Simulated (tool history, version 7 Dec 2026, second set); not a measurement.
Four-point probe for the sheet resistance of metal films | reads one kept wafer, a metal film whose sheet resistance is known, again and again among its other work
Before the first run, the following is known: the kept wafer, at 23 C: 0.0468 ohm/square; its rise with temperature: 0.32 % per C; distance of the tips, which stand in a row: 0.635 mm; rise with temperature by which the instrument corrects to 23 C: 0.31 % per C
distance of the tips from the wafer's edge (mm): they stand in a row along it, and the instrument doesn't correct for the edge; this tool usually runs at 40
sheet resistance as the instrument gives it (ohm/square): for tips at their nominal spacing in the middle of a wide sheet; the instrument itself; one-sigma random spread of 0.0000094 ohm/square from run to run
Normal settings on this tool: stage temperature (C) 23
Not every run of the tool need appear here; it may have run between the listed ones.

run    hour  stage temperature (C)  distance of the tips from the wafer's edge (mm)  sheet resistance as the instrument gives it (ohm/square)
  1       0                     23                                               40                                                  0.046392
  2    74.9                     23                                               41                                                  0.046399
  3   175.7                     23                                               41                                                  0.046398
  4   223.6                     23                                               40                                                  0.046369
        250  -- new probe head fitted
  5   330.3                     23                                               40                                                  0.046504
  6     378                     23                                               40                                                  0.046484
  7   431.2                     23                                               40                                                  0.046483
  8   478.9                     23                                               40                                                  0.046477
  9   571.2                     23                                               45                                                  0.046446
      578.1  -- stage's thermometer calibrated
 10   622.8                     23                                               45                                                  0.046412
 11   724.9                     23                                               45                                                  0.046402
 12   800.8                     23                                               45                                                  0.046371
 13   866.7                     19                                               19                                                  0.046372
 14   940.9                     32                                                4                                                  0.047048
      946.9  -- stage's thermometer calibrated, once more
 15  1050.1                     32                                                4                                                  0.047056
 16  1107.7                     32                                                4                                                  0.047058
 17  1187.1                     32                                                4                                                  0.047026
 18  1263.3                     27                                               69                                                   0.04636
 19  1354.2                     20                                               22                                                  0.046312
 20  1456.7                     18                                                4                                                  0.046891
 21    1523                     18                                                4                                                  0.046894
 22  1602.4                     33                                                7                                                  0.046554
 23  1696.9                     34                                                4                                                  0.046963

Predict each of these 3 candidate next runs independently; none follows another, all start after run 23:
  A  1801.6                     34                                               28                                                         ?
  B  1801.6                     23                                               40                                                         ?
  C  1801.6                     28                                               22                                                         ?

run  sheet resistance as the instrument gives it (ohm/square)
  A                                                  0.046339
  B                                                  0.046262
  C                                                  0.046284
With the hidden condition removed and each run's random variation left untouched, the same runs would have given:
run  sheet resistance as the instrument gives it (ohm/square)
  A                                                  0.046892
  B                                                  0.046814
  C                                                  0.046836
